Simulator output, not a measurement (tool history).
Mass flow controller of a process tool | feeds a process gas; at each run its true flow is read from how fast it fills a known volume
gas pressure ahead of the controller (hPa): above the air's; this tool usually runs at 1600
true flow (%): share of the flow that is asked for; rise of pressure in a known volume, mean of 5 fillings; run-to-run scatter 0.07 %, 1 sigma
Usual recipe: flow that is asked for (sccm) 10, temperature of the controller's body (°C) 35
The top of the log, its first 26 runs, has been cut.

run     hour  flow that is asked for (sccm)  gas pressure ahead of the controller (hPa)  temperature of the controller's body (°C)  hours of work since the controller was set to zero  hours of work since the controller was changed  true flow (%)
 27   9650.8                              7                                        1480                                         27                                                1398                                            1398          97.53
 28  10179.5                             15                                        1600                                         25                                                1618                                            1618          99.46
 29  10423.1                             15                                        1880                                         23                                                1719                                            1719          99.74
 30  10863.2                             15                                        1880                                         23                                                1901                                            1901          99.69
 31  11215.5                             15                                        1880                                         23                                                2047                                            2047          99.77
 32  11642.4                              8                                        2510                                         37                                                2225                                            2225          96.74
 33  11895.4                              5                                        1600                                         38                                                2330                                            2330          95.34
 34  12434.1                              9                                        2340                                         20                                                2553                                            2553          98.94
 35  12687.1                              9                                        2340                                         20                                                2658                                            2658          98.91

Run 36 is up next; what results do you expect?
 36  13167.5                             17                                        2630                                         20                                                2857                                            2857              ?

{"run 36": {"true flow (%)": 100.67}}
Had the tool carried no hidden state, the very same run would have given true flow (%) 100.18.
